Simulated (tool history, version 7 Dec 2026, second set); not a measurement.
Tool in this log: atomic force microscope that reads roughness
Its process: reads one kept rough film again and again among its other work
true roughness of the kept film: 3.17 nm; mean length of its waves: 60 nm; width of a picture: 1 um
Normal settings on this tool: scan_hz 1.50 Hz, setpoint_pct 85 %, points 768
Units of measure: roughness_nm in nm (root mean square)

| run | hour | scan_hz | setpoint_pct | points | roughness_nm |
|---|---|---|---|---|---|
| 1 | 0.0 | 1.50 | 85 | 768 | 2.568 |
| 2 | 6.0 | 1.50 | 85 | 768 | 2.565 |
| 3 | 11.2 | 1.50 | 84 | 768 | 2.593 |
| 4 | 17.1 | 1.50 | 84 | 768 | 2.587 |
| 5 | 21.7 | 2.00 | 84 | 768 | 2.457 |
| 6 | 27.5 | 1.50 | 85 | 768 | 2.566 |
| 7 | 34.4 | 1.50 | 85 | 768 | 2.551 |
| 8 | 38.8 | 1.50 | 85 | 768 | 2.573 |
| 9 | 48.5 | 1.50 | 85 | 768 | 2.570 |
| 10 | 56.3 | 1.50 | 85 | 768 | 2.546 |
| 11 | 64.1 | 1.84 | 63 | 682 | 2.823 |
|  | 66.0 | height scale calibrated on a step standard |
| 12 | 71.8 | 2.33 | 88 | 318 | 2.265 |
| 13 | 80.1 | 3.18 | 76 | 976 | 2.414 |
| 14 | 88.4 | 0.56 | 76 | 768 | 2.884 |
|  | 95.2 | height scale calibrated on a step standard, once more |
| 15 | 97.4 | 1.53 | 82 | 959 | 2.569 |
| 16 | 105.1 | 1.53 | 82 | 959 | 2.585 |
| 17 | 113.8 | 1.93 | 85 | 326 | 2.408 |
|  | 117.7 | new tip fitted |
| 18 | 119.8 | 1.32 | 62 | 768 | 2.960 |

What if the next run were any one of these 5? Each begins from the tool's condition after run 18:
| A | 124.4 | 1.32 | 62 | 966 | ? |
| B | 124.4 | 0.68 | 56 | 620 | ? |
| C | 124.4 | 3.49 | 85 | 768 | ? |
| D | 124.4 | 2.12 | 74 | 766 | ? |
| E | 124.4 | 1.04 | 78 | 362 | ? |

| run | roughness_nm |
|---|---|
| A | 2.951 |
| B | 3.043 |
| C | 2.160 |
| D | 2.681 |
| E | 2.824 |
What these runs would have given with no unlogged condition in the tool:
| run | roughness_nm |
|---|---|
| A | 2.959 |
| B | 3.052 |
| C | 2.166 |
| D | 2.688 |
| E | 2.832 |

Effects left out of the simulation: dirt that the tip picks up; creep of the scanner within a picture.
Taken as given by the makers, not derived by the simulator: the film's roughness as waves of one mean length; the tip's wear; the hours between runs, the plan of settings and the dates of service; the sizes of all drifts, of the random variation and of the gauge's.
